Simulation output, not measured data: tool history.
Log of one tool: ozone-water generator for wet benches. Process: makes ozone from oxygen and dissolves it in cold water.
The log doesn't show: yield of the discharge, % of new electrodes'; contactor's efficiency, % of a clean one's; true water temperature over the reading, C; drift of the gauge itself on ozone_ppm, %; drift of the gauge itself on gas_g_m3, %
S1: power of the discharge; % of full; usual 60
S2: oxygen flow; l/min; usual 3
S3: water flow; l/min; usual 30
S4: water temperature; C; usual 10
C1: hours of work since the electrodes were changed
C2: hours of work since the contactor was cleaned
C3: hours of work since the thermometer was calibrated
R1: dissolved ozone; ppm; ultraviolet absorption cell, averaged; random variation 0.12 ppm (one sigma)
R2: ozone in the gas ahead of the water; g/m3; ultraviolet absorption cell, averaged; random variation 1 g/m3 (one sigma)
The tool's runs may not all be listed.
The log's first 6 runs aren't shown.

run    hour  S1    S2  S3  S4    C1    C2    C3    R1     R2
  7   667.8  60  2.18  30  10  2704  3804  2296   8.7  192.5
  8   758.9  60     3  22  10  2792  3892  2384  13.5  166.3
  9   839.9  60     3  22  10  2870  3970  2462  13.4  166.3
      964.3  -- contactor cleaned
 10   998.2  60     3  30  10  3019    33  2611    10  165.7
 11  1125.1  60     3  30  10  3142   155  2734    10  164.7
     1145.2  -- water thermometer calibrated
 12  1269.2  60     3  30  10  3281   294   120   9.8  164.3
 13  1345.6  60     3  30  10  3354   368   194   9.8  162.3
 14  1431.4  60     3  30  10  3437   451   276    10  162.7
 15    1531  60     3  30  10  3533   547   373    10  162.7
 16    1655  60     3  30  10  3653   667   492   9.8    162
 17  1768.6  60     3  30  10  3763   776   602   9.9  160.3
 18  1893.1  60     3  30  10  3883   897   722   9.7  160.6
 19  1969.4  60     3  30  10  3957   970   796   9.6    159
 20  2080.8  60     3  30  10  4065  1078   904   9.7  158.8
 21  2191.9  60     3  30  10  4172  1185  1011   9.7  159.3
 22  2285.2  60     3  30  10  4262  1275  1101   9.7  158.8
 23  2445.5  47  5.23  30  11  4417  1430  1256   9.2    101
 24  2522.4  47  5.23  30  11  4491  1504  1330   9.3  101.2
 25  2673.9  47  1.91  30  11  4637  1651  1477   6.6  160.2
 26  2763.6  60  4.84  30  10  4724  1737  1563  10.8  126.1
 27  2887.9  75  2.88  25  12  4844  1857  1683  13.2  188.8
 28  2985.8  75  2.88  25  12  4939  1952  1778  13.2  187.7
 29  3151.6  75  2.88  25  12  5099  2112  1938  13.1  185.1
     3285.5  -- electrodes of the discharge changed
 30    3289  75  2.88  25  12     3  2239  2065  15.3  220.5

Run 31 comes next. What will it give?
 31  3431.6  42  2.88  34  12  141  2377  2203   ?   ?

R1: 6.4 ppm
R2: 131.5 g/m3
Without the tool's hidden state the same run would have given R1 6.7 ppm, R2 132.2 g/m3.
